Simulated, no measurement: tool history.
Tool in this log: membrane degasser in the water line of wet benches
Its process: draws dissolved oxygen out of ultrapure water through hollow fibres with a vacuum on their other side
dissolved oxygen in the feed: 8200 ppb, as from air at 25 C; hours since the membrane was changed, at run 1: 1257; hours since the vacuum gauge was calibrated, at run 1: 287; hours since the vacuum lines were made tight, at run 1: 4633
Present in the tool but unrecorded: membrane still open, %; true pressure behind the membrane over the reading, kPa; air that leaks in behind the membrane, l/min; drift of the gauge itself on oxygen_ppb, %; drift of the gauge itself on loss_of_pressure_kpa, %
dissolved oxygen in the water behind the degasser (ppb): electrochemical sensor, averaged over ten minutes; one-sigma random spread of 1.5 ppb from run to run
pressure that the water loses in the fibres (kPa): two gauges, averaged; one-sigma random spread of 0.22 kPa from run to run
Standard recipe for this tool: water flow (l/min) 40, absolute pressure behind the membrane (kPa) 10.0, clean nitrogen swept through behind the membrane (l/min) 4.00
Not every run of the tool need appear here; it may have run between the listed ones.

run,day,water flow (l/min),absolute pressure behind the membrane (kPa),clean nitrogen swept through behind the membrane (l/min),hours since the membrane was changed,hours since the vacuum gauge was calibrated,hours since the vacuum lines were made tight,dissolved oxygen in the water behind the degasser (ppb),pressure that the water loses in the fibres (kPa)
1,0.000,40,10.0,4.00,1257,287,4633,165.8,52.74
2,0.925,43,10.0,4.00,1279,310,4655,181.4,56.82
3,2.558,43,10.0,4.00,1318,349,4694,183.7,55.99
4,4.654,43,10.0,4.00,1369,399,4744,179.2,55.93
5,6.258,43,10.0,4.00,1407,438,4783,180.1,56.49
6,7.312,43,19.7,4.00,1433,463,4808,412.5,56.04
7,8.433,43,19.7,4.00,1459,490,4835,412.4,55.54
8,10.275,43,19.7,4.00,1504,534,4879,411.3,55.98
9,11.483,43,19.7,4.00,1533,563,4908,411.1,55.90
10,12.958,43,19.7,4.00,1568,598,4944,417.1,56.12
11,14.775,43,19.7,4.00,1612,642,4987,408.4,55.74
12,16.246,43,19.7,4.00,1647,677,5023,414.6,55.56
13,17.875,43,19.7,4.00,1686,716,5062,411.6,55.75
14,19.025,43,19.7,4.00,1714,744,5089,414.0,55.51
15,20.604,40,22.9,4.00,1752,782,5127,447.8,51.86
16,22.129,40,22.9,4.00,1788,819,5164,452.8,51.74
17,23.292,40,10.0,4.00,1816,846,5192,166.8,51.20
18,24.979,48,24.2,2.59,1857,887,5232,821.5,61.69
19,26.200,61,8.5,4.00,1886,916,5262,245.4,78.82
20,28.262,40,10.0,1.68,1935,966,5311,347.6,51.63
21,29.879,24,23.3,1.68,1974,1005,5350,612.4,31.01
22,31.258,40,7.9,8.52,2007,1038,5383,60.9,51.93
23,32.354,46,13.0,8.52,2034,1064,5409,147.1,59.39
# day 32.596: seals of the vacuum lines changed
24,34.479,26,13.0,4.40,2083,1113,45,141.0,33.08
25,35.500,26,25.0,2.63,2107,1137,70,481.8,33.52
26,37.338,61,7.9,8.90,2151,1182,114,145.6,78.27
27,38.717,47,10.0,4.00,2184,1215,147,205.0,60.06
28,39.646,47,10.0,4.00,2207,1237,169,200.1,60.31
29,41.333,47,10.0,4.00,2247,1277,210,204.2,59.99
30,42.217,40,7.1,4.00,2268,1299,231,100.6,51.52
31,43.175,45,10.0,2.66,2291,1322,254,270.3,57.85
32,44.996,58,11.4,2.66,2335,1365,298,426.4,73.69
33,46.696,35,10.7,2.66,2376,1406,338,225.6,44.21

3 options for the next run, each taken on its own from the tool as it stands now. Forecast them:
# day 47.079: gauge calibrated
A,47.725,40,10.0,4.36,2400,1431,363,?,?
# day 47.079: gauge calibrated
B,47.725,60,19.7,4.00,2400,1431,363,?,?
# day 47.079: gauge calibrated
C,47.725,26,10.0,4.87,2400,1431,363,?,?

run,dissolved oxygen in the water behind the degasser (ppb),pressure that the water loses in the fibres (kPa)
A,155.6,52.26
B,587.9,78.68
C,86.6,34.25
With the hidden condition removed and each run's random variation left untouched, the same runs would have given:
run,dissolved oxygen in the water behind the degasser (ppb),pressure that the water loses in the fibres (kPa)
A,155.5,52.25
B,587.7,78.67
C,86.5,34.24
